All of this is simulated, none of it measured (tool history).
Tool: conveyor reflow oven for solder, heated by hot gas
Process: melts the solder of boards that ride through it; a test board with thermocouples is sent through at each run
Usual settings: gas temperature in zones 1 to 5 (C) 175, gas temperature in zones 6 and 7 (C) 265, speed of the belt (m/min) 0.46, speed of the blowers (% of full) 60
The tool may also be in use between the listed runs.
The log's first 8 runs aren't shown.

run   hour  gas temperature in zones 1 to 5 (C)  gas temperature in zones 6 and 7 (C)  speed of the belt (m/min)  speed of the blowers (% of full)  hours of work since the flux was cleaned out  hours of work since the belt drive was overhauled  hours of work since the thermocouples were changed  highest temperature of the board (C)  time above the solder's melting point (s)
  9   58.2                                  175                                   265                       0.46                                60                                            46                                                363                                                 352                                 246.7                                       70.8
 10   65.6                                  175                                   265                       0.46                                60                                            52                                                369                                                 358                                 246.4                                       70.8
 11   75.6                                  175                                   265                       0.46                                60                                            60                                                377                                                 366                                 245.7                                       70.1
 12     80                                  175                                   265                       0.46                                55                                            64                                                380                                                 369                                 244.4                                       67.6
 13   90.6                                  175                                   265                       0.46                                60                                            72                                                389                                                 378                                 246.2                                       70.3
 14   96.8                                  175                                   265                       0.46                                60                                            77                                                394                                                 382                                 246.2                                       70.3
 15  102.4                                  175                                   265                       0.46                                60                                            81                                                398                                                 387                                 245.9                                       71.2
 16  112.3                                  167                                   265                      0.449                                75                                            89                                                406                                                 395                                 248.3                                       72.8
 17  122.5                                  180                                   265                       0.46                                88                                            97                                                414                                                 403                                 251.9                                         81
     128.3  -- flux residue cleaned out of gas plates and filters
 18  137.1                                  180                                   265                       0.46                                88                                             7                                                421                                                 410                                 251.3                                       80.4
 19  147.1                                  189                                   265                       0.46                                89                                            15                                                429                                                 418                                 253.2                                       87.5
     153.6  -- flux residue cleaned out of gas plates and filters, once more
 20  159.6                                  189                                   265                      0.411                                89                                             5                                                435                                                 424                                 256.7                                      102.8
 21  167.5                                  184                                   272                      0.411                                64                                            11                                                441                                                 430                                 258.5                                        101
 22  174.4                                  184                                   272                      0.411                                64                                            16                                                447                                                 436                                 258.7                                      100.3
 23  182.8                                  175                                   265                      0.389                                88                                            23                                                453                                                 442                                 256.3                                      100.8
 24  190.7                                  175                                   265                      0.389                                88                                            29                                                460                                                 448                                 256.1                                      100.8
 25  195.8                                  170                                   277                      0.479                                88                                            33                                                464                                                 452                                 260.1                                       79.6
 26  205.1                                  176                                   277                      0.479                                88                                            40                                                471                                                 460                                 261.2                                       83.2
 27  211.9                                  176                                   277                      0.479                                88                                            46                                                476                                                 465                                 261.2                                       83.4
 28    219                                  189                                   254                      0.461                                89                                            51                                                482                                                 471                                 244.2                                       80.7
 29  228.3                                  185                                   258                       0.46                                60                                            59                                                489                                                 478                                 242.9                                       72.3
 30  233.8                                  185                                   258                       0.46                                60                                            63                                                493                                                 482                                 242.7                                       73.5

Forecast each of these 3 alternatives for the next run:
  A  240.6                                  175                                   255                      0.375                                82                                            68                                                499                                                 488                                     ?                                          ?
  B  240.6                                  190                                   265                      0.535                                54                                            68                                                499                                                 488                                     ?                                          ?
  C  240.6                                  161                                   258                       0.46                                57                                            68                                                499                                                 488                                     ?                                          ?

run  highest temperature of the board (C)  time above the solder's melting point (s)
  A                                 246.7                                       94.8
  B                                 243.7                                       63.7
  C                                   237                                       51.7
Without the tool's hidden state the same runs would have given:
run  highest temperature of the board (C)  time above the solder's melting point (s)
  A                                 246.3                                       93.9
  B                                 243.4                                       63.1
  C                                 236.7                                       51.1
